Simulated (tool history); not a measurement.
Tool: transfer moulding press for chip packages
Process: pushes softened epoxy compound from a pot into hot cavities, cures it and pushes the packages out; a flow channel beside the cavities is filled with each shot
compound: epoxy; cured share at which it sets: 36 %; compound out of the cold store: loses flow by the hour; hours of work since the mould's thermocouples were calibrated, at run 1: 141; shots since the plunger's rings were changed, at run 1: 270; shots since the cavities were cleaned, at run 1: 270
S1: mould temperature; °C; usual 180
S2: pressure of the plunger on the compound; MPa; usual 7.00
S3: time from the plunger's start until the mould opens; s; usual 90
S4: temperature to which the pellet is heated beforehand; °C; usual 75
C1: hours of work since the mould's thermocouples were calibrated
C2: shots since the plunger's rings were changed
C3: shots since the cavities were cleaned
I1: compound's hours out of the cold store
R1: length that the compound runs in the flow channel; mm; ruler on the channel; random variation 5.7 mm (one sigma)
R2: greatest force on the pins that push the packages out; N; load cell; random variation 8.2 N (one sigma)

run,hour,S1,S2,S3,S4,C1,C2,C3,I1,R1,R2
1,0.0,180,7.00,90,75,141,270,270,28.0,812,543
2,11.3,180,7.00,90,75,149,441,441,11.0,889,620
3,28.3,180,7.00,90,75,161,699,699,8.9,891,734
4,47.8,180,7.00,90,75,175,993,993,45.3,733,736
# hour 57.8: cavities cleaned with cleaning compound and waxed
5,71.9,180,7.00,90,75,192,1336,213,25.0,814,526
6,81.9,180,7.00,90,75,199,1488,365,42.4,734,575
7,98.4,180,7.00,90,75,211,1739,616,26.5,797,698
8,118.8,180,7.00,90,75,225,2047,924,29.9,779,746
# hour 133.4: cavities cleaned with cleaning compound and waxed
9,138.5,180,7.00,90,75,239,2322,77,27.6,779,411
10,159.6,180,7.00,90,75,254,2642,397,22.0,801,592
11,182.0,180,7.00,90,75,270,2983,738,38.8,727,718
# hour 185.6: plunger's sealing rings changed
12,194.0,185,7.00,90,75,277,129,882,16.4,854,665
# hour 212.0: cavities cleaned with cleaning compound and waxed
13,216.1,180,7.00,90,82,292,440,62,15.1,859,419
14,233.5,183,7.00,90,75,304,704,326,32.6,776,530
15,246.8,182,7.00,90,73,314,906,528,8.8,879,630
16,264.0,182,7.00,90,73,326,1167,789,21.2,815,683
17,284.7,180,5.22,82,75,341,1480,1102,32.0,658,949
# hour 287.3: cavities cleaned with cleaning compound and waxed
18,305.7,180,7.00,96,75,355,1777,280,40.3,733,489
19,322.4,180,7.00,109,82,367,2028,531,28.7,784,545
20,341.1,180,7.18,109,75,381,2313,816,39.0,740,609
21,355.0,173,7.00,90,81,391,2523,1026,36.0,755,1101
# hour 362.7: cavities cleaned with cleaning compound and waxed
22,368.8,180,7.00,90,85,400,2709,92,21.5,803,442
# hour 390.3: plunger's sealing rings changed
23,393.0,184,8.18,75,70,415,41,422,37.9,822,713
24,408.7,184,8.18,75,70,427,279,660,16.1,930,875
25,420.7,180,5.81,90,66,435,461,842,14.1,795,812
26,433.4,180,5.81,90,66,444,652,1033,24.3,741,795
# hour 440.6: cavities cleaned with cleaning compound and waxed
27,447.2,180,5.81,86,66,453,839,100,32.9,708,508
28,465.5,180,7.33,90,75,467,1117,378,26.8,814,615

4 ways to go on from here, each from the tool as it stands after run 28. What would each give?
A,485.4,180,7.00,90,81,481,1419,680,25.4,?,?
B,485.4,180,7.29,90,70,481,1419,680,37.6,?,?
C,485.4,181,7.00,103,75,481,1419,680,25.6,?,?
D,485.4,188,6.73,73,75,481,1419,680,22.0,?,?

run,R1,R2
A,797,699
B,771,726
C,809,598
D,781,735
Without the tool's hidden state the same runs would have given:
run,R1,R2
A,818,337
B,791,352
C,830,291
D,802,357

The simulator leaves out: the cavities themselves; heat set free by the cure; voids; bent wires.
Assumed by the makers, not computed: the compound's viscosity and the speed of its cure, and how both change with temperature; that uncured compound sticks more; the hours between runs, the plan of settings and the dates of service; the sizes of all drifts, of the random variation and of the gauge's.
